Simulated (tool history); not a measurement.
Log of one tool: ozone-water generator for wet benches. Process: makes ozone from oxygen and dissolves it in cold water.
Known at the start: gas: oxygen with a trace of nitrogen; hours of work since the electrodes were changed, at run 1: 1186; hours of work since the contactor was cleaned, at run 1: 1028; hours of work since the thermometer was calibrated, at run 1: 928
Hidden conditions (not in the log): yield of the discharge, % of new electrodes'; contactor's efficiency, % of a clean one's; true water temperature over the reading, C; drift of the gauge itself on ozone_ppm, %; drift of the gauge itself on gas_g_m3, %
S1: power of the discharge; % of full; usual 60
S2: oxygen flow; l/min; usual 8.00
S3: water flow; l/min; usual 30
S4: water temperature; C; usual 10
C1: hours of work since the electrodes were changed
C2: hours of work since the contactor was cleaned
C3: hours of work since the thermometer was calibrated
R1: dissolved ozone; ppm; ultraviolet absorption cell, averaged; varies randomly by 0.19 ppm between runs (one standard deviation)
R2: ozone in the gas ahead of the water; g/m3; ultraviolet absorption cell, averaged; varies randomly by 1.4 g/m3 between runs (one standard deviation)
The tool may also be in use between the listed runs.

run     day  S1     S2  S3  S4    C1    C2    C3    R1     R2
  1   0.000  60   8.00  30  10  1186  1028   928  24.3  235.7
  2   1.171  60   8.00  30  10  1211  1052   953  24.3  235.8
  3   2.233  60   8.00  30  10  1234  1075   975  24.1  234.8
  4   3.258  60   8.00  30  10  1255  1096   997  24.1  238.6
  5   3.979  60   8.00  30  10  1270  1112  1012  24.2  237.3
  6   4.612  60  11.01  30  10  1284  1125  1025  25.0  205.3
  7   5.600  60  11.01  30  10  1304  1146  1046  25.0  204.4
  8   6.846  60  11.01  30  10  1331  1172  1072  25.3  203.0
  9   8.221  60  11.01  30  10  1360  1201  1101  25.1  205.3
 10   9.229  92   8.00  24  10  1381  1222  1122  37.6  308.2
 11  10.450  45   8.00  45   8  1406  1248  1148  14.4  194.4
 12  11.288  45   8.00  45   8  1424  1265  1166  14.3  194.3
 13  12.158  51   9.27  32   8  1442  1284  1184  21.4  197.4
 14  12.988  50   8.00  30  10  1460  1301  1201  21.0  207.2
 15  13.654  60   7.98  34  10  1474  1315  1215  21.3  233.7

Selected run-to-run steps in R1, each split into two signed amounts: the part the tool would show with no hidden state at all (from settings, incoming material and random variation), and the remainder, which goes to the hidden state together with any gauge scatter not common to the measured and the hidden-state-free results:
Run 10 -> 11: S1 92 -> 45, S3 24 -> 45, S4 10 -> 8. R1 -23.2 ppm: hidden state +3.1, all else -26.3.
